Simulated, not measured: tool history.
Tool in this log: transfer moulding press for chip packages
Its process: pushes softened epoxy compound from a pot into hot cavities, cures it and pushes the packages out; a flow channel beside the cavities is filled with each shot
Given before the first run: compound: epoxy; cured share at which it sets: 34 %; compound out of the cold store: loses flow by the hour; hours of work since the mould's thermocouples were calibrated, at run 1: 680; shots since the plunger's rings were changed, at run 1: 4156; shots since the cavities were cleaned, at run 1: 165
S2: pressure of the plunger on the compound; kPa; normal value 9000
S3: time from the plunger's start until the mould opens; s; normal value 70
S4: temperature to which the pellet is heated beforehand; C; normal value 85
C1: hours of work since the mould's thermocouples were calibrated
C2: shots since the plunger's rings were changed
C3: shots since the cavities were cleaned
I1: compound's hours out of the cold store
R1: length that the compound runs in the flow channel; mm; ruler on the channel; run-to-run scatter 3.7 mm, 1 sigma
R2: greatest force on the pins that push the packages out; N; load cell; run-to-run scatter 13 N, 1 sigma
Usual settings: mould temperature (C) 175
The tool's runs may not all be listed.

run 1 day=0 | mould_temperature_(C)=175 S2=9000 S3=70 S4=85 | C1=680 C2=4156 C3=165 | I1=31.4 | R1=647 R2=884
-- day=2.604 cavities cleaned with cleaning compound and waxed
run 2 day=2.767 | mould_temperature_(C)=175 S2=9750 S3=70 S4=85 | C1=722 C2=5210 C3=64 | I1=28.5 | R1=671 R2=707
-- day=4.167 mould's thermocouples calibrated
run 3 day=4.392 | mould_temperature_(C)=175 S2=9750 S3=70 S4=85 | C1=4 C2=5811 C3=665 | I1=29.7 | R1=671 R2=1255
-- day=5.696 cavities cleaned with cleaning compound and waxed
run 4 day=6.325 | mould_temperature_(C)=175 S2=9750 S3=70 S4=85 | C1=33 C2=6540 C3=244 | I1=12.5 | R1=716 R2=1057
-- day=7.662 plunger's sealing rings changed
-- day=8.892 cavities cleaned with cleaning compound and waxed
run 5 day=9.242 | mould_temperature_(C)=175 S2=9750 S3=73 S4=85 | C1=76 C2=592 C3=137 | I1=46.3 | R1=646 R2=783
run 6 day=10.854 | mould_temperature_(C)=175 S2=9750 S3=73 S4=85 | C1=101 C2=1220 C3=765 | I1=11 | R1=763 R2=1212
-- day=11.958 cavities cleaned with cleaning compound and waxed
run 7 day=12.221 | mould_temperature_(C)=175 S2=9750 S3=73 S4=85 | C1=121 C2=1729 C3=102 | I1=37.6 | R1=672 R2=720
run 8 day=13.788 | mould_temperature_(C)=175 S2=9000 S3=70 S4=85 | C1=146 C2=2340 C3=713 | I1=11.8 | R1=726 R2=1293
-- day=15 cavities cleaned with cleaning compound and waxed
run 9 day=15.392 | mould_temperature_(C)=175 S2=9000 S3=70 S4=85 | C1=170 C2=2942 C3=154 | I1=18.3 | R1=696 R2=917
run 10 day=16.779 | mould_temperature_(C)=175 S2=9000 S3=70 S4=85 | C1=191 C2=3483 C3=695 | I1=12.5 | R1=714 R2=1250
-- day=18.129 cavities cleaned with cleaning compound and waxed
run 11 day=19.617 | mould_temperature_(C)=175 S2=9000 S3=70 S4=91 | C1=235 C2=4563 C3=579 | I1=26.8 | R1=661 R2=1189
-- day=21.158 cavities cleaned with cleaning compound and waxed
run 12 day=22.175 | mould_temperature_(C)=175 S2=9000 S3=70 S4=92 | C1=274 C2=5537 C3=397 | I1=34.2 | R1=629 R2=1057
-- day=24.279 cavities cleaned with cleaning compound and waxed
run 13 day=25.038 | mould_temperature_(C)=175 S2=7950 S3=70 S4=85 | C1=317 C2=6628 C3=296 | I1=35.9 | R1=575 R2=1025
-- day=26.188 plunger's sealing rings changed
run 14 day=27.288 | mould_temperature_(C)=175 S2=7950 S3=70 S4=85 | C1=351 C2=429 C3=1133 | I1=10.2 | R1=708 R2=1306
-- day=27.517 cavities cleaned with cleaning compound and waxed
run 15 day=28.95 | mould_temperature_(C)=173 S2=8100 S3=83 S4=84 | C1=376 C2=1052 C3=559 | I1=31.2 | R1=641 R2=926
-- day=30.575 cavities cleaned with cleaning compound and waxed
run 16 day=30.929 | mould_temperature_(C)=173 S2=8100 S3=100 S4=94 | C1=406 C2=1801 C3=140 | I1=30.8 | R1=630 R2=591
-- day=33.6 cavities cleaned with cleaning compound and waxed
run 17 day=33.696 | mould_temperature_(C)=173 S2=8100 S3=100 S4=94 | C1=448 C2=2854 C3=37 | I1=9.1 | R1=691 R2=495
run 18 day=35.046 | mould_temperature_(C)=175 S2=10510 S3=70 S4=85 | C1=469 C2=3381 C3=564 | I1=23.3 | R1=730 R2=1187
-- day=36.679 cavities cleaned with cleaning compound and waxed
run 19 day=36.679 | mould_temperature_(C)=175 S2=10510 S3=70 S4=85 | C1=494 C2=3993 C3=0 | I1=40.2 | R1=681 R2=596
run 20 day=39.558 | mould_temperature_(C)=171 S2=9490 S3=74 S4=85 | C1=539 C2=5115 C3=1122 | I1=40.9 | R1=635 R2=1381
-- day=39.783 cavities cleaned with cleaning compound and waxed
run 21 day=42.054 | mould_temperature_(C)=171 S2=9490 S3=74 S4=85 | C1=577 C2=6064 C3=884 | I1=19.8 | R1=696 R2=1390
-- day=42.9 cavities cleaned with cleaning compound and waxed
-- day=44.712 plunger's sealing rings changed
run 22 day=44.783 | mould_temperature_(C)=171 S2=9490 S3=74 S4=93 | C1=617 C2=27 C3=693 | I1=41.4 | R1=672 R2=1314
-- day=46.146 cavities cleaned with cleaning compound and waxed
run 23 day=47 | mould_temperature_(C)=178 S2=10050 S3=74 S4=93 | C1=650 C2=867 C3=332 | I1=38 | R1=682 R2=775
run 24 day=48.333 | mould_temperature_(C)=177 S2=10050 S3=56 S4=81 | C1=671 C2=1387 C3=852 | I1=46.8 | R1=659 R2=1672
-- day=49.367 cavities cleaned with cleaning compound and waxed
run 25 day=50.071 | mould_temperature_(C)=177 S2=10050 S3=56 S4=81 | C1=697 C2=2039 C3=274 | I1=43.3 | R1=664 R2=1325
run 26 day=51.471 | mould_temperature_(C)=178 S2=7300 S3=54 S4=85 | C1=719 C2=2586 C3=821 | I1=16.6 | R1=629 R2=1811
-- day=52.388 cavities cleaned with cleaning compound and waxed
-- day=53.254 mould's thermocouples calibrated
run 27 day=53.358 | mould_temperature_(C)=171 S2=7030 S3=54 S4=78 | C1=2 C2=3265 C3=347 | I1=10.4 | R1=649 R2=2741

Branching from run 27: 3 alternative next runs. What would each branch give?
-- day=55.55 cavities cleaned with cleaning compound and waxed
run A day=56.146 | mould_temperature_(C)=175 S2=9000 S3=94 S4=92 | C1=44 C2=4327 C3=233 | I1=25 | R1=? R2=?
-- day=55.55 cavities cleaned with cleaning compound and waxed
run B day=56.146 | mould_temperature_(C)=175 S2=9000 S3=58 S4=85 | C1=44 C2=4327 C3=233 | I1=24.3 | R1=? R2=?
-- day=55.55 cavities cleaned with cleaning compound and waxed
run C day=56.146 | mould_temperature_(C)=182 S2=9000 S3=63 S4=77 | C1=44 C2=4327 C3=233 | I1=39.4 | R1=? R2=?

run=A R1=669 R2=636
run=B R1=665 R2=1634
run=C R1=610 R2=781
With no hidden state in the tool, these same runs would have given:
run=A R1=704 R2=409
run=B R1=700 R2=1068
run=C R1=642 R2=508
